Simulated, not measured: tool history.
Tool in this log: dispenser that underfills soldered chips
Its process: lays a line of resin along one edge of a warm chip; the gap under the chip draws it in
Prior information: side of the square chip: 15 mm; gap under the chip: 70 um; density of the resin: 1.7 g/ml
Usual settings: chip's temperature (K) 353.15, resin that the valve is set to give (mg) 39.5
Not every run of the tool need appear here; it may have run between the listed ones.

run   hour  chip's temperature (K)  resin that the valve is set to give (mg)  time until the resin shows at the far edge (s)  resin that the valve gave (mg)
  1    0.0                  353.15                                      39.5                                           221.7                           37.92
  2    7.9                  353.15                                      39.5                                           199.2                           37.82
  3   14.0                  367.15                                      39.5                                           135.1                           38.04
  4   21.2                  358.15                                      39.5                                           166.4                           37.72
  5   28.4                  353.15                                      39.5                                           171.3                           37.68
  6   36.3                  353.15                                      39.5                                           215.0                           37.27
  7   43.7                  353.15                                      39.5                                           191.0                           37.33
  8   51.3                  353.15                                      39.5                                           240.9                           36.88
  9   60.5                  353.15                                      39.5                                           217.4                           37.15
 10   65.4                  343.15                                      39.5                                           261.1                           36.67
 11   72.8                  353.15                                      47.9                                           204.3                           44.65
 12   81.2                  353.15                                      47.9                                           182.7                           44.25
 13   89.2                  353.15                                      47.9                                           225.4                           44.18
 14   98.2                  353.15                                      47.9                                           209.0                           43.95
 15  103.5                  353.15                                      38.9                                           178.4                           35.85
 16  114.6                  353.15                                      34.0                                           186.9                           31.05
 17  124.6                  353.15                                      34.0                                           229.4                           34.19
 18  130.5                  343.15                                      40.3                                           268.7                           40.08
 19  139.2                  348.15                                      44.8                                           270.5                           44.39
 20  147.9                  338.15                                      35.3                                           402.7                           34.88
 21  156.6                  357.15                                      37.0                                           166.3                           36.22
 22  161.9                  360.15                                      37.5                                           175.2                           36.61
 23  167.8                  360.15                                      37.5                                           141.1                           36.55
 24  178.8                  343.15                                      49.4                                           264.3                           47.55
 25  189.5                  343.15                                      49.4                                           250.8                           47.33
 26  195.6                  339.15                                      46.4                                           364.7                           44.46
 27  200.3                  351.15                                      43.6                                           247.4                           41.54

Removed from this log: 17 entries logged between the listed runs. Between which two listed runs does each belong, and how does the tool's hidden state at the listed run before it compare with that at the listed run after it?
Runs 1 to 2: new syringe of resin (hour 2.6)
  resin's viscosity, % of fresh resin's: 131.2 -> 117.3; dose that the valve gives, % of what is set: 96.51 -> 96.13; true chip temperature over the reading, C: -1.01 -> -1.04
  difference, measured minus the result without the unlogged condition, time until the resin shows at the far edge (s): +60.6 -> +37.5; resin that the valve gave (mg): -1.37 -> -1.52
Runs 3 to 4: new syringe of resin (hour 14.9)
  resin's viscosity, % of fresh resin's: 138.8 -> 119.4; dose that the valve gives, % of what is set: 95.8 -> 95.42; true chip temperature over the reading, C: -1.07 -> -1.09
  difference, measured minus the result without the unlogged condition, time until the resin shows at the far edge (s): +42.4 -> +34.2; resin that the valve gave (mg): -1.67 -> -1.81
Runs 4 to 5: new syringe of resin (hour 27.4)
  resin's viscosity, % of fresh resin's: 119.4 -> 102.7; dose that the valve gives, % of what is set: 95.42 -> 95.05; true chip temperature over the reading, C: -1.09 -> -1.12
  difference, measured minus the result without the unlogged condition, time until the resin shows at the far edge (s): +34.2 -> +13.4; resin that the valve gave (mg): -1.81 -> -1.97
Runs 6 to 7: new syringe of resin (hour 39.8)
  resin's viscosity, % of fresh resin's: 128.1 -> 111.2; dose that the valve gives, % of what is set: 94.68 -> 94.3; true chip temperature over the reading, C: -1.15 -> -1.18
  difference, measured minus the result without the unlogged condition, time until the resin shows at the far edge (s): +56.5 -> +29.0; resin that the valve gave (mg): -2.09 -> -2.26
Runs 8 to 9: new syringe of resin (hour 52.5)
  resin's viscosity, % of fresh resin's: 137.6 -> 125.6; dose that the valve gives, % of what is set: 93.9 -> 93.46; true chip temperature over the reading, C: -1.22 -> -1.25
  difference, measured minus the result without the unlogged condition, time until the resin shows at the far edge (s): +76.4 -> +55.0; resin that the valve gave (mg): -2.40 -> -2.60
Runs 9 to 10: new syringe of resin (hour 65.1)
  resin's viscosity, % of fresh resin's: 125.6 -> 100.8; dose that the valve gives, % of what is set: 93.46 -> 93.24; true chip temperature over the reading, C: -1.25 -> -1.27
  difference, measured minus the result without the unlogged condition, time until the resin shows at the far edge (s): +55.0 -> +19.2; resin that the valve gave (mg): -2.60 -> -2.65
Runs 11 to 12: new syringe of resin (hour 78.0)
  resin's viscosity, % of fresh resin's: 123.7 -> 108.3; dose that the valve gives, % of what is set: 92.84 -> 92.44; true chip temperature over the reading, C: -1.3 -> -1.34
  difference, measured minus the result without the unlogged condition, time until the resin shows at the far edge (s): +48.4 -> +23.8; resin that the valve gave (mg): -3.45 -> -3.62
Runs 13 to 14: new syringe of resin (hour 90.3)
  resin's viscosity, % of fresh resin's: 135.5 -> 124.2; dose that the valve gives, % of what is set: 92.04 -> 91.58; true chip temperature over the reading, C: -1.37 -> -1.41
  difference, measured minus the result without the unlogged condition, time until the resin shows at the far edge (s): +68.9 -> +51.0; resin that the valve gave (mg): -3.83 -> -4.04
Runs 14 to 15: new syringe of resin (hour 102.4)
  resin's viscosity, % of fresh resin's: 124.2 -> 102.9; dose that the valve gives, % of what is set: 91.58 -> 91.3; true chip temperature over the reading, C: -1.41 -> -1.43
  difference, measured minus the result without the unlogged condition, time until the resin shows at the far edge (s): +51.0 -> +17.9; resin that the valve gave (mg): -4.04 -> -3.42
Runs 15 to 16: new syringe of resin (hour 114.6)
  resin's viscosity, % of fresh resin's: 102.9 -> 100.6; dose that the valve gives, % of what is set: 91.3 -> 90.77; true chip temperature over the reading, C: -1.43 -> -1.47
  difference, measured minus the result without the unlogged condition, time until the resin shows at the far edge (s): +17.9 -> +18.2; resin that the valve gave (mg): -3.42 -> -3.16
Runs 16 to 17: dispensing valve cleaned and set on the balance (hour 118.2)
  resin's viscosity, % of fresh resin's: 100.6 -> 129.4; dose that the valve gives, % of what is set: 90.77 -> 99.66; true chip temperature over the reading, C: -1.47 -> -1.51
  difference, measured minus the result without the unlogged condition, time until the resin shows at the far edge (s): +18.2 -> +62.6; resin that the valve gave (mg): -3.16 -> -0.12
Runs 17 to 18: new syringe of resin (hour 128.4)
  resin's viscosity, % of fresh resin's: 129.4 -> 103.9; dose that the valve gives, % of what is set: 99.66 -> 99.36; true chip temperature over the reading, C: -1.51 -> -1.53
  difference, measured minus the result without the unlogged condition, time until the resin shows at the far edge (s): +62.6 -> +26.6; resin that the valve gave (mg): -0.12 -> -0.26
Runs 19 to 20: new syringe of resin (hour 140.7)
  resin's viscosity, % of fresh resin's: 132.4 -> 121.2; dose that the valve gives, % of what is set: 98.92 -> 98.45; true chip temperature over the reading, C: -1.57 -> -1.61
  difference, measured minus the result without the unlogged condition, time until the resin shows at the far edge (s): +79.0 -> +94.5; resin that the valve gave (mg): -0.48 -> -0.54
Runs 20 to 21: new syringe of resin (hour 152.8)
  resin's viscosity, % of fresh resin's: 121.2 -> 112.4; dose that the valve gives, % of what is set: 98.45 -> 98; true chip temperature over the reading, C: -1.61 -> -1.64
  difference, measured minus the result without the unlogged condition, time until the resin shows at the far edge (s): +94.5 -> +28.3; resin that the valve gave (mg): -0.54 -> -0.74
Runs 22 to 23: new syringe of resin (hour 165.4)
  resin's viscosity, % of fresh resin's: 130.4 -> 105.7; dose that the valve gives, % of what is set: 97.74 -> 97.46; true chip temperature over the reading, C: -1.67 -> -1.69
  difference, measured minus the result without the unlogged condition, time until the resin shows at the far edge (s): +49.9 -> +16.8; resin that the valve gave (mg): -0.85 -> -0.95
Runs 23 to 24: new syringe of resin (hour 177.4)
  resin's viscosity, % of fresh resin's: 105.7 -> 104.3; dose that the valve gives, % of what is set: 97.46 -> 96.92; true chip temperature over the reading, C: -1.69 -> -1.73
  difference, measured minus the result without the unlogged condition, time until the resin shows at the far edge (s): +16.8 -> +29.4; resin that the valve gave (mg): -0.95 -> -1.52
Runs 24 to 25: new syringe of resin (hour 189.5)
  resin's viscosity, % of fresh resin's: 104.3 -> 97.9; dose that the valve gives, % of what is set: 96.92 -> 96.37; true chip temperature over the reading, C: -1.73 -> -1.78
  difference, measured minus the result without the unlogged condition, time until the resin shows at the far edge (s): +29.4 -> +13.6; resin that the valve gave (mg): -1.52 -> -1.78

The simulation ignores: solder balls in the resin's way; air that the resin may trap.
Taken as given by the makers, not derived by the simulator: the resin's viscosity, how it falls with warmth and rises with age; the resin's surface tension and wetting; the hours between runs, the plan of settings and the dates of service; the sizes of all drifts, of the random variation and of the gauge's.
